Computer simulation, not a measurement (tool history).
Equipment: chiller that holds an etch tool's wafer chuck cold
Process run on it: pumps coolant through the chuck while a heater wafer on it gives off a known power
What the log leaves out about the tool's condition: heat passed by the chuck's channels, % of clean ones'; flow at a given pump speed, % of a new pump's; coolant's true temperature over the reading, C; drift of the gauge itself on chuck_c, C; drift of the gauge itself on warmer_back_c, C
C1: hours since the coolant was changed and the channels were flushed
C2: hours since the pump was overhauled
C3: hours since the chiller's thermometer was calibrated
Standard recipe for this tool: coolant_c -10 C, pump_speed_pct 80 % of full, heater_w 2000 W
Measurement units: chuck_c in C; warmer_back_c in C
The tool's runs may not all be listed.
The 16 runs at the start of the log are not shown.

{"run": 17, "hour": 316.1, "coolant_c": -10, "pump_speed_pct": 73, "heater_w": 1665, "C1": 954, "C2": 745, "C3": 716, "chuck_c": 11.2, "warmer_back_c": 4.63}
{"run": 18, "hour": 342.7, "coolant_c": -9, "pump_speed_pct": 80, "heater_w": 1110, "C1": 980, "C2": 772, "C3": 742, "chuck_c": 4.5, "warmer_back_c": 2.79}
{"run": 19, "hour": 357.5, "coolant_c": -9, "pump_speed_pct": 98, "heater_w": 2500, "C1": 995, "C2": 786, "C3": 757, "chuck_c": 18.2, "warmer_back_c": 5.16}
{"run": 20, "hour": 381.2, "coolant_c": -5, "pump_speed_pct": 98, "heater_w": 2500, "C1": 1019, "C2": 810, "C3": 781, "chuck_c": 22.2, "warmer_back_c": 5.13}
{"run": 21, "hour": 400.0, "coolant_c": -17, "pump_speed_pct": 80, "heater_w": 2000, "C1": 1038, "C2": 829, "C3": 800, "chuck_c": 7.3, "warmer_back_c": 5.04}
{"run": 22, "hour": 418.6, "coolant_c": -17, "pump_speed_pct": 72, "heater_w": 1642, "C1": 1056, "C2": 847, "C3": 818, "chuck_c": 4.2, "warmer_back_c": 4.66}
{"hour": 426.4, "done": "coolant pump overhauled"}
{"run": 23, "hour": 438.9, "coolant_c": -1, "pump_speed_pct": 80, "heater_w": 2000, "C1": 1072, "C2": 13, "C3": 834, "chuck_c": 23.4, "warmer_back_c": 5.1}
{"run": 24, "hour": 464.6, "coolant_c": -18, "pump_speed_pct": 99, "heater_w": 2455, "C1": 1097, "C2": 38, "C3": 859, "chuck_c": 8.8, "warmer_back_c": 4.95}
{"hour": 483.1, "done": "coolant pump overhauled, once more"}
{"run": 25, "hour": 496.4, "coolant_c": -18, "pump_speed_pct": 99, "heater_w": 2455, "C1": 1124, "C2": 13, "C3": 886, "chuck_c": 8.6, "warmer_back_c": 4.87}
{"run": 26, "hour": 509.2, "coolant_c": -3, "pump_speed_pct": 72, "heater_w": 1123, "C1": 1137, "C2": 26, "C3": 899, "chuck_c": 11.3, "warmer_back_c": 3.15}
{"run": 27, "hour": 537.9, "coolant_c": -3, "pump_speed_pct": 72, "heater_w": 1123, "C1": 1166, "C2": 55, "C3": 928, "chuck_c": 11.4, "warmer_back_c": 3.09}
{"run": 28, "hour": 559.1, "coolant_c": -9, "pump_speed_pct": 79, "heater_w": 1123, "C1": 1187, "C2": 76, "C3": 949, "chuck_c": 4.7, "warmer_back_c": 2.84}
{"run": 29, "hour": 584.3, "coolant_c": -9, "pump_speed_pct": 79, "heater_w": 1123, "C1": 1212, "C2": 101, "C3": 974, "chuck_c": 4.6, "warmer_back_c": 2.83}
{"run": 30, "hour": 613.9, "coolant_c": -9, "pump_speed_pct": 79, "heater_w": 1123, "C1": 1242, "C2": 131, "C3": 1003, "chuck_c": 4.8, "warmer_back_c": 2.86}
{"run": 31, "hour": 633.9, "coolant_c": -17, "pump_speed_pct": 73, "heater_w": 1271, "C1": 1262, "C2": 151, "C3": 1024, "chuck_c": -0.9, "warmer_back_c": 3.5}

5 options for the next run, each taken on its own from the tool as it stands now. Forecast them:
{"run": "A", "hour": 656.4, "coolant_c": -10, "pump_speed_pct": 80, "heater_w": 1486, "C1": 1284, "C2": 173, "C3": 1046, "chuck_c": "?", "warmer_back_c": "?"}
{"run": "B", "hour": 656.4, "coolant_c": -5, "pump_speed_pct": 63, "heater_w": 1837, "C1": 1284, "C2": 173, "C3": 1046, "chuck_c": "?", "warmer_back_c": "?"}
{"run": "C", "hour": 656.4, "coolant_c": -10, "pump_speed_pct": 80, "heater_w": 2000, "C1": 1284, "C2": 173, "C3": 1046, "chuck_c": "?", "warmer_back_c": "?"}
{"run": "D", "hour": 656.4, "coolant_c": -16, "pump_speed_pct": 73, "heater_w": 1271, "C1": 1284, "C2": 173, "C3": 1046, "chuck_c": "?", "warmer_back_c": "?"}
{"run": "E", "hour": 656.4, "coolant_c": -8, "pump_speed_pct": 66, "heater_w": 2787, "C1": 1284, "C2": 173, "C3": 1046, "chuck_c": "?", "warmer_back_c": "?"}

run=A chuck_c=8.1 warmer_back_c=3.74
run=B chuck_c=20.3 warmer_back_c=5.98
run=C chuck_c=14.4 warmer_back_c=4.98
run=D chuck_c=0.1 warmer_back_c=3.53
run=E chuck_c=29.4 warmer_back_c=8.59
With the hidden condition removed and each run's random variation left untouched, the same runs would have given:
run=A chuck_c=7.5 warmer_back_c=3.73
run=B chuck_c=19.4 warmer_back_c=5.95
run=C chuck_c=13.6 warmer_back_c=4.96
run=D chuck_c=-0.4 warmer_back_c=3.51
run=E chuck_c=28.1 warmer_back_c=8.55
